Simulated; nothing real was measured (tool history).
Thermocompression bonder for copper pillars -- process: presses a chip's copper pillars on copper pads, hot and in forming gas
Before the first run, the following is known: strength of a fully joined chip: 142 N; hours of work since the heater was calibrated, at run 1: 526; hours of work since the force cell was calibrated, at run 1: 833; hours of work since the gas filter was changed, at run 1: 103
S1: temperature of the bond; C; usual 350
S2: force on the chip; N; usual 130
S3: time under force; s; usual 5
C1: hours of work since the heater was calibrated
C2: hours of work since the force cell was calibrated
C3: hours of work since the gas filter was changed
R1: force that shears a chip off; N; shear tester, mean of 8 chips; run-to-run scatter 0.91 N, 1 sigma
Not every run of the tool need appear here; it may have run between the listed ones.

{"run": 1, "hour": 0.0, "S1": 350, "S2": 130, "S3": 5, "C1": 526, "C2": 833, "C3": 103, "R1": 68.1}
{"run": 2, "hour": 60.2, "S1": 350, "S2": 130, "S3": 5, "C1": 574, "C2": 880, "C3": 151, "R1": 64.9}
{"hour": 96.0, "done": "heater calibrated with a thermocouple chip"}
{"run": 3, "hour": 107.0, "S1": 350, "S2": 130, "S3": 5, "C1": 9, "C2": 916, "C3": 187, "R1": 70.5}
{"run": 4, "hour": 191.0, "S1": 350, "S2": 130, "S3": 5, "C1": 76, "C2": 983, "C3": 253, "R1": 68.5}
{"hour": 204.7, "done": "force cell calibrated"}
{"run": 5, "hour": 244.5, "S1": 350, "S2": 130, "S3": 5, "C1": 117, "C2": 32, "C3": 295, "R1": 71.5}
{"run": 6, "hour": 308.1, "S1": 350, "S2": 130, "S3": 14, "C1": 168, "C2": 82, "C3": 345, "R1": 97.4}
{"run": 7, "hour": 364.3, "S1": 350, "S2": 130, "S3": 14, "C1": 213, "C2": 127, "C3": 390, "R1": 93.3}
{"hour": 391.3, "done": "forming gas filter changed"}
{"run": 8, "hour": 436.8, "S1": 350, "S2": 130, "S3": 14, "C1": 270, "C2": 184, "C3": 36, "R1": 99.8}
{"run": 9, "hour": 519.6, "S1": 350, "S2": 130, "S3": 5, "C1": 336, "C2": 250, "C3": 102, "R1": 70.5}
{"run": 10, "hour": 562.7, "S1": 350, "S2": 130, "S3": 5, "C1": 370, "C2": 285, "C3": 137, "R1": 68.5}
{"run": 11, "hour": 607.0, "S1": 350, "S2": 130, "S3": 5, "C1": 405, "C2": 320, "C3": 172, "R1": 68.6}
{"run": 12, "hour": 675.2, "S1": 350, "S2": 130, "S3": 5, "C1": 460, "C2": 374, "C3": 226, "R1": 68.4}
{"run": 13, "hour": 711.3, "S1": 350, "S2": 130, "S3": 6, "C1": 488, "C2": 403, "C3": 255, "R1": 71.2}
{"run": 14, "hour": 759.2, "S1": 376, "S2": 130, "S3": 6, "C1": 527, "C2": 441, "C3": 293, "R1": 87.2}
{"run": 15, "hour": 796.2, "S1": 368, "S2": 130, "S3": 3, "C1": 556, "C2": 471, "C3": 322, "R1": 66.1}
{"hour": 858.2, "done": "heater calibrated with a thermocouple chip"}
{"run": 16, "hour": 885.7, "S1": 368, "S2": 130, "S3": 3, "C1": 22, "C2": 540, "C3": 392, "R1": 68.3}
{"hour": 912.4, "done": "forming gas filter changed"}
{"run": 17, "hour": 938.2, "S1": 350, "S2": 130, "S3": 4, "C1": 63, "C2": 582, "C3": 21, "R1": 68.5}
{"run": 18, "hour": 977.6, "S1": 321, "S2": 112, "S3": 4, "C1": 95, "C2": 613, "C3": 52, "R1": 40.9}
{"run": 19, "hour": 1020.1, "S1": 362, "S2": 122, "S3": 5, "C1": 129, "C2": 647, "C3": 86, "R1": 76.5}
{"run": 20, "hour": 1091.4, "S1": 362, "S2": 122, "S3": 5, "C1": 185, "C2": 704, "C3": 143, "R1": 74.3}

3 ways to go on from here, each from the tool as it stands after run 20. What would each give?
{"run": "A", "hour": 1177.6, "S1": 322, "S2": 122, "S3": 3, "C1": 254, "C2": 772, "C3": 211, "R1": "?"}
{"run": "B", "hour": 1177.6, "S1": 351, "S2": 148, "S3": 5, "C1": 254, "C2": 772, "C3": 211, "R1": "?"}
{"run": "C", "hour": 1177.6, "S1": 350, "S2": 139, "S3": 5, "C1": 254, "C2": 772, "C3": 211, "R1": "?"}

run=A R1=39.1
run=B R1=79.4
run=C R1=72.9
Without the tool's unlogged condition, the same runs would have read:
run=A R1=44.6
run=B R1=88.0
run=C R1=81.2
